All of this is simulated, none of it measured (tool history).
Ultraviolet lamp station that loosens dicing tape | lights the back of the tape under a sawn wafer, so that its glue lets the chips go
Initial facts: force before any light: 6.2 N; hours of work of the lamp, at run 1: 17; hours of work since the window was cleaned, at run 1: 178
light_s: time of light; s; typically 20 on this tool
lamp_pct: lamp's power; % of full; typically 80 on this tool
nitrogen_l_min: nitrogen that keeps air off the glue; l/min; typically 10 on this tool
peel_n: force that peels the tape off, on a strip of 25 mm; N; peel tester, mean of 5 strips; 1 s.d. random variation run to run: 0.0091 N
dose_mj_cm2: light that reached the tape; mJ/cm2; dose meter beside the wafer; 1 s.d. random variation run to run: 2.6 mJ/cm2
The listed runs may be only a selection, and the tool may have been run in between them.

run,hour,light_s,lamp_pct,nitrogen_l_min,hours of work of the lamp,hours of work since the window was cleaned,peel_n,dose_mj_cm2
1,0,20,80,10,17,178,0.56,296
# hour 67.6: window cleaned of glue's vapour
2,76.9,20,80,10,64,6,0.442,330
3,156.2,20,80,10,113,55,0.495,308
4,195.9,20,80,10,137,79,0.537,300
5,259.3,34,80,10,177,118,0.162,484
6,331.3,34,80,10,221,162,0.189,455
7,402.3,40,80,10,265,206,0.154,505
# hour 420.8: window cleaned of glue's vapour
8,447.5,40,80,10,292,16,0.113,577
9,502.8,40,80,10,326,51,0.115,555
10,553.3,20,80,8,357,82,0.825,268
11,630.8,20,80,8,405,129,0.94,249
12,700.5,20,68,10,448,172,1.232,198
13,756.5,20,80,10,483,207,0.999,218
# hour 774.2: window cleaned of glue's vapour
14,845.3,20,80,10,537,44,0.847,244
15,899.3,20,80,10,570,77,0.936,231
16,981.8,20,80,10,621,128,1.079,212
17,1048.1,14,66,3,662,169,3.391,112
# hour 1065.3: lamp changed
18,1111.1,18,66,3,28,207,1.912,218
# hour 1125.8: window cleaned of glue's vapour
19,1158.7,13,87,8,57,20,1.067,232
20,1216.6,20,80,4,93,56,0.958,315
21,1289.3,20,80,4,138,101,1.04,293
22,1352.5,20,92,10,177,140,0.469,320
23,1428.1,20,79,15,223,186,0.596,258
# hour 1477.4: window cleaned of glue's vapour
24,1482.7,24,64,3,257,3,1.329,286
25,1564.1,20,75,6,307,53,1.023,263
26,1651,16,75,6,360,107,1.661,188
27,1696.9,26,79,7,388,135,0.66,317
28,1770.3,25,99,11,434,180,0.347,353
# hour 1830.7: window cleaned of glue's vapour
29,1856,25,99,11,486,16,0.265,391
30,1913.1,28,77,13,521,51,0.407,321
31,1957.3,28,77,13,549,78,0.422,310
32,2004.7,28,77,13,578,107,0.499,294

Results per run with the tool's hidden condition removed, run-to-run variation unchanged:
Unlogged tool condition in this case: lamp's light, % of a new lamp's; light that the window lets through, % of a clean one's; drift of the gauge itself on peel_n, %; drift of the gauge itself on dose_mj_cm2, %.
run,peel_n,dose_mj_cm2
1,0.374,350
2,0.39,348
3,0.376,345
4,0.379,348
5,0.103,592
6,0.1,593
7,0.083,702
8,0.085,693
9,0.076,698
10,0.459,351
11,0.454,350
12,0.567,297
13,0.375,347
14,0.376,349
15,0.384,346
16,0.389,347
17,2.128,197
18,1.516,261
19,0.967,246
20,0.792,349
21,0.769,346
22,0.266,399
23,0.295,346
24,1.025,335
25,0.652,331
26,1.03,259
27,0.288,451
28,0.119,540
29,0.118,541
30,0.161,469
31,0.144,470
32,0.159,468
